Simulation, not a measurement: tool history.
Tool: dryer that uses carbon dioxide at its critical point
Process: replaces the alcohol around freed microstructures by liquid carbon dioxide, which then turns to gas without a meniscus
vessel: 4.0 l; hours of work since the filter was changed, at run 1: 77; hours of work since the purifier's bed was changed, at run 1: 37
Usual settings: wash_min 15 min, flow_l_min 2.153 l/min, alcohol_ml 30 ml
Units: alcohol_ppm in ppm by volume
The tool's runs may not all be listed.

run,hour,wash_min,flow_l_min,alcohol_ml,hours of work since the filter was changed,hours of work since the purifier's bed was changed,alcohol_ppm
1,0.0,15,2.153,30,77,37,34
2,6.4,15,2.153,76,80,40,69
3,17.2,15,2.153,76,85,45,69
4,26.5,15,2.153,60,89,49,54
5,33.3,15,2.100,60,93,52,63
6,41.8,15,2.100,60,96,56,67
7,48.0,15,2.153,30,99,59,41
8,53.5,15,2.153,30,102,61,26
9,62.2,15,2.153,30,106,65,38
10,71.0,15,2.153,30,110,69,32
11,76.2,15,2.153,30,112,72,34
12,82.2,15,2.153,30,115,74,34
13,90.6,24,2.153,30,119,78,27
14,95.1,24,2.153,30,121,80,24
15,105.5,24,2.153,30,125,85,12
16,113.5,15,2.220,30,129,89,30
17,120.3,15,2.153,30,132,92,31
18,130.7,15,2.153,30,137,96,45
19,138.3,15,2.153,30,140,100,45
20,143.3,15,2.150,30,142,102,41
21,150.9,15,2.150,30,146,106,36
22,158.2,15,2.150,30,149,109,46
23,168.6,15,2.150,30,154,114,42
24,173.9,12,3.270,30,156,116,15
25,179.9,12,3.270,30,159,119,26
26,187.3,18,3.640,60,162,122,15
27,193.4,9,3.300,95,165,125,175
28,199.9,9,3.300,29,168,128,60
29,205.0,15,1.370,30,170,130,210
30,214.0,15,1.370,30,175,134,212
31,223.9,15,1.370,30,179,139,233
32,232.3,12,3.600,23,183,143,26
33,237.4,14,2.270,68,185,145,87
34,243.3,11,2.153,36,188,148,186
35,253.6,18,2.990,113,192,152,21
36,261.3,18,2.990,113,196,156,16
37,271.9,18,3.040,25,201,160,25
38,277.6,19,3.040,39,203,163,24
39,287.6,15,3.020,30,208,168,13
40,295.4,10,2.560,31,211,171,137
41,301.9,21,2.153,26,214,174,22
42,311.4,18,1.990,108,219,178,84
43,321.7,18,1.990,108,223,183,88
44,330.3,18,1.990,108,227,187,83
45,340.7,12,2.490,107,232,192,193
46,351.4,15,3.350,27,237,197,23

Measured less the same run without the tool's hidden state. The same run-to-run variation is in both; the gauge's scatter may not be:
The hidden state here: flow that reaches the vessel past the clogged filter, %; alcohol in the recycled carbon dioxide, ppm; drift of the gauge itself on alcohol_ppm, %.
run,alcohol_ppm
1,+7
2,+14
3,+15
4,+13
5,+15
6,+16
7,+10
8,+10
9,+12
10,+12
11,+12
12,+12
13,+8
14,+8
15,+8
16,+13
17,+15
18,+15
19,+16
20,+16
21,+16
22,+17
23,+18
24,+13
25,+13
26,+11
27,+54
28,+25
29,+52
30,+54
31,+57
32,+14
33,+36
34,+53
35,+15
36,+15
37,+15
38,+15
39,+13
40,+46
41,+18
42,+40
43,+42
44,+41
45,+79
46,+18
